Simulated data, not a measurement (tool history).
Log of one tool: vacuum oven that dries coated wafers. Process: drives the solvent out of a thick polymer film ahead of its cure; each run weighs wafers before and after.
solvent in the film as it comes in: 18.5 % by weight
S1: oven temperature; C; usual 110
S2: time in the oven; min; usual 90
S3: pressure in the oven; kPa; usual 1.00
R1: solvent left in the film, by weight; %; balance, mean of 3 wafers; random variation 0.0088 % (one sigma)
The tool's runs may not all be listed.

run,hour,S1,S2,S3,R1
1,0.0,110,90,1.00,4.347
2,16.7,110,90,1.60,4.441
3,27.9,110,90,1.60,4.448
4,36.3,110,90,1.60,4.430
5,48.1,110,90,1.00,4.344
6,65.4,110,90,1.00,4.359
7,84.2,110,90,1.00,4.335
8,101.8,109,90,1.00,4.531
# hour 105.3: oven's thermocouples calibrated
9,115.1,110,90,1.42,4.353
10,133.3,114,90,1.42,3.644
11,148.5,114,90,1.42,3.641
12,159.9,110,90,1.42,4.357
13,178.6,111,90,0.59,4.042
14,190.7,111,92,0.79,3.971
# hour 194.7: oven's thermocouples calibrated, once more
15,204.4,123,94,2.58,2.264
16,223.2,110,145,2.04,2.337
17,241.9,110,90,3.68,4.820
18,252.2,110,86,3.63,5.038
19,260.3,111,151,1.00,1.852
20,273.9,99,62,1.29,8.565
21,284.3,101,159,0.69,3.111
22,293.5,101,159,0.69,3.102
23,305.0,97,159,0.79,3.879
24,316.6,97,159,0.79,3.869

4 ways to go on from here, each from the tool as it stands after run 24. What would each give?
A,328.8,97,97,0.90,?
B,328.8,96,45,0.79,?
C,328.8,108,90,2.96,?
D,328.8,97,139,0.79,?

run,R1
A,6.547
B,10.367
C,5.090
D,4.571
Without the tool's hidden state the same runs would have given:
run,R1
A,6.573
B,10.388
C,5.122
D,4.591
